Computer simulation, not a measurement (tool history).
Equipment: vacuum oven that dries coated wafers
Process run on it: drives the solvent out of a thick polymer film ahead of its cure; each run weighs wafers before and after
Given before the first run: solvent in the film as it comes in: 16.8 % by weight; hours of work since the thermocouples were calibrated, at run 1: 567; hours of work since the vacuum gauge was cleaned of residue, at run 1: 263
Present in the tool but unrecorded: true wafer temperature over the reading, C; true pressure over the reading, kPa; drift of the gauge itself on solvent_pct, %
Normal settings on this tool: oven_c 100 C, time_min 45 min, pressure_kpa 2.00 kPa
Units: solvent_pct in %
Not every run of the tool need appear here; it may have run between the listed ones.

run	hour	oven_c	time_min	pressure_kpa	hours of work since the thermocouples were calibrated	hours of work since the vacuum gauge was cleaned of residue	solvent_pct
1	0.0	100	45	2.00	567	263	2.75
2	58.3	100	45	2.00	601	297	2.82
3	111.7	100	45	2.00	633	329	2.70
4	146.8	100	77	2.00	654	350	1.75
5	208.1	100	77	2.00	690	386	1.63
6	272.0	100	77	2.00	728	424	1.63
7	302.5	97	45	2.00	746	442	3.51
8	348.2	114	45	2.00	773	469	1.15
9	410.6	100	49	2.00	810	506	2.57
10	474.0	100	45	2.00	847	544	2.91
11	514.2	100	45	2.00	871	567	2.88
12	552.8	100	45	2.00	894	590	2.96
13	605.0	100	45	2.00	925	621	2.93
14	634.2	111	45	2.00	942	638	1.46
15	693.0	100	45	2.00	977	673	3.01
16	755.4	100	45	2.00	1014	710	2.97
17	814.2	100	72	2.00	1049	745	1.81
18	875.0	100	72	2.00	1085	781	1.94
19	903.9	100	72	2.00	1102	798	1.96
# hour 925.1: oven's thermocouples calibrated
20	947.2	100	72	2.00	13	823	1.80
21	977.1	100	45	2.00	31	840	2.63
22	1006.9	100	45	2.00	48	858	2.76
23	1071.0	100	50	2.00	86	896	2.41
24	1097.1	100	45	1.71	102	911	2.60
25	1125.0	111	54	1.71	118	928	1.11
26	1162.4	96	36	1.54	141	950	4.01
27	1226.1	105	43	1.73	178	988	2.06
28	1253.6	88	37	1.73	194	1004	5.94
29	1305.0	88	37	1.73	225	1035	5.95
30	1336.5	88	37	1.73	244	1053	5.97
31	1369.1	98	48	2.20	263	1072	3.02
32	1416.2	102	45	2.06	291	1100	2.55

Run 33 is up next; what results do you expect?
33	1463.2	102	45	2.06	319	1128	?

solvent_pct: 2.48 %
Without the tool's hidden state the same run would have given solvent_pct 2.22 %.
